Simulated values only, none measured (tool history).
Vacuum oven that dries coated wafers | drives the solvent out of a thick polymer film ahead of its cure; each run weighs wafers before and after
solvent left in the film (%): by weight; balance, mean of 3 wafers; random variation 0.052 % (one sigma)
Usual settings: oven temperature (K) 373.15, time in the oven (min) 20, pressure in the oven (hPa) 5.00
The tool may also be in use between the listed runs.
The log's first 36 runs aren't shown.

run,hour,oven temperature (K),time in the oven (min),pressure in the oven (hPa),hours of work since the thermocouples were calibrated,hours of work since the vacuum gauge was cleaned of residue,solvent left in the film (%)
37,384.3,359.15,16,9.13,464,31,6.78
38,399.2,370.15,17,5.00,475,42,2.87
39,407.7,370.15,17,5.00,482,49,2.80
40,416.8,371.15,19,4.67,489,56,2.19
41,424.1,371.15,13,8.48,495,62,4.35
42,439.0,386.15,13,8.48,506,73,1.53
43,452.3,366.15,12,3.38,517,84,5.75
44,460.7,366.15,12,3.38,523,90,5.69
45,472.1,366.15,11,8.53,532,99,6.81
46,484.5,374.15,35,3.02,542,109,0.52
47,495.8,374.15,35,3.02,550,117,0.45

Forecast each of these 4 alternatives for the next run:
A,508.0,377.15,14,8.74,560,127,?
B,508.0,376.15,35,3.02,560,127,?
C,508.0,366.15,20,5.00,560,127,?
D,508.0,364.15,12,3.02,560,127,?

run,solvent left in the film (%)
A,2.72
B,0.50
C,2.99
D,6.32
Without the tool's hidden state the same runs would have given:
run,solvent left in the film (%)
A,2.53
B,0.43
C,2.77
D,6.04

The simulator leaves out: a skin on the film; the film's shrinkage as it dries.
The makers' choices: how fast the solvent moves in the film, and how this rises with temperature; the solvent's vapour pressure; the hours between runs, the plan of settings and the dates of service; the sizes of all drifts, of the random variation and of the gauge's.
